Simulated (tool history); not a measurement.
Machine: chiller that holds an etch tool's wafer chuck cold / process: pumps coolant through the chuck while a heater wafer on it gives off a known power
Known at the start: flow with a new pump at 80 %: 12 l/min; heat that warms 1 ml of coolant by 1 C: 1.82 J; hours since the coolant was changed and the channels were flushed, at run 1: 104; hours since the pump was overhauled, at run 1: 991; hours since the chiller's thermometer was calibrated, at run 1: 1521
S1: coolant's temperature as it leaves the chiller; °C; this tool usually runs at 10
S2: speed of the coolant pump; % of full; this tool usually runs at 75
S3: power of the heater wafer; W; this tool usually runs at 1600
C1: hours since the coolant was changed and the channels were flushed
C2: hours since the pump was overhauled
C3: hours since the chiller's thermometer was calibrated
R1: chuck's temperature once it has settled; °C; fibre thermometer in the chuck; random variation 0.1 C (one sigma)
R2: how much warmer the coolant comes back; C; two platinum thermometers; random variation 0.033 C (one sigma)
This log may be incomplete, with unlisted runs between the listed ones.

run 1 day=0.000 | S1=10 S2=75 S3=1600 | C1=104 C2=991 C3=1521 | R1=25.6 R2=4.70
run 2 day=8.067 | S1=10 S2=75 S3=1600 | C1=298 C2=1185 C3=1714 | R1=25.6 R2=4.60
run 3 day=14.433 | S1=10 S2=75 S3=1600 | C1=451 C2=1338 C3=1867 | R1=25.5 R2=4.63
run 4 day=21.938 | S1=10 S2=75 S3=1600 | C1=631 C2=1518 C3=2047 | R1=25.5 R2=4.63
run 5 day=27.083 | S1=10 S2=75 S3=1600 | C1=754 C2=1641 C3=2171 | R1=25.5 R2=4.58
run 6 day=33.567 | S1=10 S2=80 S3=1600 | C1=910 C2=1797 C3=2326 | R1=25.0 R2=4.28
run 7 day=41.838 | S1=8 S2=75 S3=1600 | C1=1108 C2=1995 C3=2525 | R1=23.8 R2=4.54
run 8 day=49.479 | S1=8 S2=75 S3=1600 | C1=1292 C2=2179 C3=2708 | R1=23.7 R2=4.56
run 9 day=55.375 | S1=1 S2=75 S3=1600 | C1=1433 C2=2320 C3=2850 | R1=16.6 R2=4.53
run 10 day=62.238 | S1=1 S2=75 S3=1600 | C1=1598 C2=2485 C3=3015 | R1=16.6 R2=4.48
-- day=64.825 chiller's thermometer calibrated
run 11 day=67.217 | S1=1 S2=75 S3=1600 | C1=1717 C2=2603 C3=57 | R1=16.7 R2=4.44
run 12 day=73.679 | S1=1 S2=75 S3=1600 | C1=1872 C2=2759 C3=213 | R1=16.5 R2=4.40
run 13 day=81.579 | S1=10 S2=85 S3=1600 | C1=2061 C2=2948 C3=402 | R1=24.6 R2=3.84
run 14 day=88.429 | S1=10 S2=83 S3=1600 | C1=2226 C2=3113 C3=567 | R1=24.8 R2=3.90
run 15 day=92.354 | S1=10 S2=83 S3=1600 | C1=2320 C2=3207 C3=661 | R1=24.8 R2=3.95
run 16 day=97.783 | S1=10 S2=83 S3=1600 | C1=2450 C2=3337 C3=791 | R1=24.7 R2=3.92
run 17 day=101.738 | S1=6 S2=87 S3=1437 | C1=2545 C2=3432 C3=886 | R1=18.8 R2=3.31
-- day=102.946 gauge calibrated
run 18 day=108.238 | S1=10 S2=62 S3=1101 | C1=2701 C2=3588 C3=1042 | R1=21.9 R2=3.89
run 19 day=114.792 | S1=19 S2=67 S3=1600 | C1=2858 C2=3745 C3=1199 | R1=35.4 R2=5.24
run 20 day=120.717 | S1=7 S2=85 S3=1521 | C1=3001 C2=3887 C3=1341 | R1=20.8 R2=3.88
run 21 day=125.200 | S1=13 S2=77 S3=1140 | C1=3108 C2=3995 C3=1449 | R1=23.9 R2=3.22
run 22 day=129.521 | S1=2 S2=78 S3=914 | C1=3212 C2=4099 C3=1553 | R1=10.6 R2=2.45
run 23 day=135.312 | S1=2 S2=74 S3=811 | C1=3351 C2=4238 C3=1692 | R1=10.0 R2=2.29
run 24 day=139.108 | S1=7 S2=63 S3=2284 | C1=3442 C2=4329 C3=1783 | R1=31.5 R2=7.79
run 25 day=143.429 | S1=7 S2=63 S3=2284 | C1=3546 C2=4432 C3=1887 | R1=31.3 R2=7.80
run 26 day=148.104 | S1=10 S2=81 S3=1442 | C1=3658 C2=4545 C3=1999 | R1=23.4 R2=3.71
-- day=152.575 coolant changed, channels flushed
run 27 day=154.950 | S1=10 S2=81 S3=1442 | C1=57 C2=4703 C3=2157 | R1=23.5 R2=3.76
run 28 day=159.379 | S1=10 S2=81 S3=1442 | C1=163 C2=4809 C3=2263 | R1=23.7 R2=3.70
run 29 day=165.021 | S1=10 S2=81 S3=1442 | C1=299 C2=4945 C3=2399 | R1=23.3 R2=3.70
run 30 day=170.479 | S1=10 S2=81 S3=1442 | C1=430 C2=5076 C3=2530 | R1=23.6 R2=3.63
run 31 day=175.792 | S1=10 S2=81 S3=1010 | C1=557 C2=5203 C3=2657 | R1=19.4 R2=2.51
run 32 day=179.650 | S1=10 S2=81 S3=1010 | C1=650 C2=5296 C3=2750 | R1=19.5 R2=2.50

3 options for the next run, each taken on its own from the tool as it stands now. Forecast them:
run A day=187.208 | S1=10 S2=81 S3=1600 | C1=831 C2=5477 C3=2931 | R1=? R2=?
run B day=187.208 | S1=0 S2=97 S3=1656 | C1=831 C2=5477 C3=2931 | R1=? R2=?
run C day=187.208 | S1=11 S2=80 S3=1600 | C1=831 C2=5477 C3=2931 | R1=? R2=?

run=A R1=25.1 R2=4.06
run=B R1=14.1 R2=3.46
run=C R1=26.1 R2=4.14
With no hidden state in the tool, these same runs would have given:
run=A R1=25.1 R2=4.37
run=B R1=14.1 R2=3.76
run=C R1=26.1 R2=4.44
